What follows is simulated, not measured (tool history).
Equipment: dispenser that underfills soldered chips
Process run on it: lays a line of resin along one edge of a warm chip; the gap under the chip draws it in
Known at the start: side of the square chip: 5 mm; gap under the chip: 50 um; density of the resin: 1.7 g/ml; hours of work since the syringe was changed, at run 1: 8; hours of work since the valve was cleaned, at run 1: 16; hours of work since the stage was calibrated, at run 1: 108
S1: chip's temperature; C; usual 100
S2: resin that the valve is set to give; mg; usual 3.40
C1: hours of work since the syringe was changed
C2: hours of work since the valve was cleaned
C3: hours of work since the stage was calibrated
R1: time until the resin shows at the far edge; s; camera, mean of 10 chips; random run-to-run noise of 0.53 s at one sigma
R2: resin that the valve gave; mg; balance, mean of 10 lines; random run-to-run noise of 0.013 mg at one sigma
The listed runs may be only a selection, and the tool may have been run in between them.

run  hour   S1    S2  C1  C2   C3     R1    R2
  1   0.0  100  3.40   8  16  108   93.7  3.34
      3.1  -- new syringe of resin
  2   3.1  100  3.40   0  17  110   45.2  3.35
  3   8.2  100  4.25   3  21  113   58.3  4.16
  4  14.7  100  4.25   7  25  117   85.8  4.15
     19.1  -- new syringe of resin
  5  20.6  100  4.25   1  28  121   49.3  4.14
  6  23.8  100  3.59   3  31  123   59.0  3.50
  7  29.7  100  3.40   7  34  127   85.4  3.26
  8  34.3  100  3.40  10  37  130  107.5  3.26

The next listed run, before its measurement:
     35.0  -- new syringe of resin
  9  37.7  101  2.95   2  39  132   ?   ?

R1: 52.5 s
R2: 2.83 mg
If the tool had no hidden condition, the same run with the same run-to-run variation would have returned R1 43.2 s, R2 2.95 mg.
